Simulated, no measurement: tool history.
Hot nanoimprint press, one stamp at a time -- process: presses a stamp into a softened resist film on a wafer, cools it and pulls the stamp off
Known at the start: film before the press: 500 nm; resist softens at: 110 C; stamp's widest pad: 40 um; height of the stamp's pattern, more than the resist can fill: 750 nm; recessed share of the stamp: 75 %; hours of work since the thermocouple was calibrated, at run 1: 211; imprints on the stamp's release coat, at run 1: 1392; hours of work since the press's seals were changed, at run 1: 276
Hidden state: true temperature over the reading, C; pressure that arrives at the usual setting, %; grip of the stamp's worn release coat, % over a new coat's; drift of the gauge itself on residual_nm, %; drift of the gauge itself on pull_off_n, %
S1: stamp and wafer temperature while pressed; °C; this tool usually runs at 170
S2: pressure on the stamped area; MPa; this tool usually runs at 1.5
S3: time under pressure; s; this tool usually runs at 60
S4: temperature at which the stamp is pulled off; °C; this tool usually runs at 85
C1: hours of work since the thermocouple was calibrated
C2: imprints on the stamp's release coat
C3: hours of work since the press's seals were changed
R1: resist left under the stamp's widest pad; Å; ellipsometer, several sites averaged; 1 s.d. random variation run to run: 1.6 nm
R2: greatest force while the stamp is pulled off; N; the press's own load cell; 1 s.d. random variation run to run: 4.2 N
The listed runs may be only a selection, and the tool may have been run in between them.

{"run": 1, "hour": 0.0, "S1": 170, "S2": 1.5, "S3": 60, "S4": 85, "C1": 211, "C2": 1392, "C3": 276, "R1": 2636, "R2": 281}
{"hour": 23.9, "done": "stamp cleaned and given a new release coat"}
{"run": 2, "hour": 41.5, "S1": 170, "S2": 1.5, "S3": 60, "S4": 85, "C1": 231, "C2": 76, "C3": 296, "R1": 2602, "R2": 212}
{"run": 3, "hour": 59.5, "S1": 170, "S2": 1.5, "S3": 60, "S4": 85, "C1": 242, "C2": 154, "C3": 306, "R1": 2617, "R2": 211}
{"run": 4, "hour": 86.6, "S1": 170, "S2": 1.5, "S3": 60, "S4": 85, "C1": 257, "C2": 272, "C3": 322, "R1": 2630, "R2": 218}
{"run": 5, "hour": 104.3, "S1": 170, "S2": 1.5, "S3": 60, "S4": 85, "C1": 267, "C2": 349, "C3": 332, "R1": 2659, "R2": 224}
{"run": 6, "hour": 136.6, "S1": 170, "S2": 1.5, "S3": 60, "S4": 85, "C1": 286, "C2": 489, "C3": 350, "R1": 2647, "R2": 237}
{"run": 7, "hour": 153.7, "S1": 170, "S2": 1.49, "S3": 60, "S4": 85, "C1": 296, "C2": 563, "C3": 360, "R1": 2662, "R2": 236}
{"run": 8, "hour": 177.9, "S1": 170, "S2": 1.5, "S3": 85, "S4": 85, "C1": 310, "C2": 669, "C3": 374, "R1": 2360, "R2": 241}
{"run": 9, "hour": 216.6, "S1": 170, "S2": 1.5, "S3": 85, "S4": 85, "C1": 332, "C2": 837, "C3": 396, "R1": 2364, "R2": 254}
{"run": 10, "hour": 249.1, "S1": 170, "S2": 1.5, "S3": 60, "S4": 85, "C1": 350, "C2": 978, "C3": 415, "R1": 2671, "R2": 254}
{"run": 11, "hour": 272.0, "S1": 170, "S2": 1.5, "S3": 60, "S4": 71, "C1": 363, "C2": 1078, "C3": 428, "R1": 2683, "R2": 317}
{"run": 12, "hour": 292.7, "S1": 170, "S2": 1.5, "S3": 60, "S4": 71, "C1": 375, "C2": 1167, "C3": 440, "R1": 2678, "R2": 322}
{"run": 13, "hour": 314.5, "S1": 170, "S2": 1.5, "S3": 60, "S4": 71, "C1": 388, "C2": 1262, "C3": 452, "R1": 2676, "R2": 337}
{"hour": 320.6, "done": "plate thermocouple calibrated"}
{"run": 14, "hour": 335.6, "S1": 170, "S2": 1.5, "S3": 60, "S4": 71, "C1": 9, "C2": 1341, "C3": 463, "R1": 2759, "R2": 356}
{"run": 15, "hour": 356.0, "S1": 170, "S2": 1.99, "S3": 91, "S4": 71, "C1": 20, "C2": 1429, "C3": 474, "R1": 2110, "R2": 362}
{"hour": 369.6, "done": "stamp cleaned and given a new release coat"}
{"hour": 386.2, "done": "plate thermocouple calibrated, once more"}
{"run": 16, "hour": 387.0, "S1": 161, "S2": 1.5, "S3": 60, "S4": 84, "C1": 0, "C2": 63, "C3": 487, "R1": 3424, "R2": 209}
{"run": 17, "hour": 405.5, "S1": 177, "S2": 1.5, "S3": 35, "S4": 84, "C1": 11, "C2": 143, "C3": 498, "R1": 2411, "R2": 215}
{"run": 18, "hour": 439.2, "S1": 175, "S2": 1.5, "S3": 41, "S4": 85, "C1": 30, "C2": 290, "C3": 517, "R1": 2436, "R2": 224}
{"run": 19, "hour": 465.2, "S1": 170, "S2": 1.26, "S3": 60, "S4": 92, "C1": 45, "C2": 402, "C3": 532, "R1": 2765, "R2": 201}
{"run": 20, "hour": 483.7, "S1": 170, "S2": 2.39, "S3": 60, "S4": 85, "C1": 56, "C2": 483, "C3": 542, "R1": 2049, "R2": 231}
{"run": 21, "hour": 516.2, "S1": 170, "S2": 2.34, "S3": 90, "S4": 85, "C1": 75, "C2": 624, "C3": 561, "R1": 1769, "R2": 233}
{"run": 22, "hour": 546.6, "S1": 163, "S2": 1.81, "S3": 62, "S4": 90, "C1": 92, "C2": 756, "C3": 578, "R1": 3082, "R2": 227}
{"run": 23, "hour": 580.1, "S1": 170, "S2": 1.06, "S3": 108, "S4": 83, "C1": 111, "C2": 902, "C3": 598, "R1": 2442, "R2": 264}
{"run": 24, "hour": 619.3, "S1": 170, "S2": 1.48, "S3": 46, "S4": 85, "C1": 134, "C2": 1072, "C3": 620, "R1": 2854, "R2": 257}
{"run": 25, "hour": 644.1, "S1": 178, "S2": 1.5, "S3": 88, "S4": 85, "C1": 148, "C2": 1180, "C3": 634, "R1": 1666, "R2": 279}

Alternative continuations, all from the tool just after run 25; predict every row:
{"run": "A", "hour": 668.6, "S1": 178, "S2": 1.38, "S3": 88, "S4": 74, "C1": 162, "C2": 1286, "C3": 648, "R1": "?", "R2": "?"}
{"run": "B", "hour": 668.6, "S1": 178, "S2": 1.92, "S3": 60, "S4": 85, "C1": 162, "C2": 1286, "C3": 648, "R1": "?", "R2": "?"}
{"run": "C", "hour": 668.6, "S1": 178, "S2": 1.5, "S3": 56, "S4": 79, "C1": 162, "C2": 1286, "C3": 648, "R1": "?", "R2": "?"}
{"run": "D", "hour": 668.6, "S1": 174, "S2": 1.28, "S3": 37, "S4": 85, "C1": 162, "C2": 1286, "C3": 648, "R1": "?", "R2": "?"}
{"run": "E", "hour": 668.6, "S1": 170, "S2": 1.19, "S3": 60, "S4": 91, "C1": 162, "C2": 1286, "C3": 648, "R1": "?", "R2": "?"}

run=A R1=1735 R2=328
run=B R1=1708 R2=285
run=C R1=1974 R2=305
run=D R1=2839 R2=282
run=E R1=2884 R2=256
Stripped of hidden state, with their random variation kept, the same runs would have yielded:
run=A R1=1681 R2=241
run=B R1=1648 R2=209
run=C R1=1913 R2=224
run=D R1=2766 R2=207
run=E R1=2808 R2=188
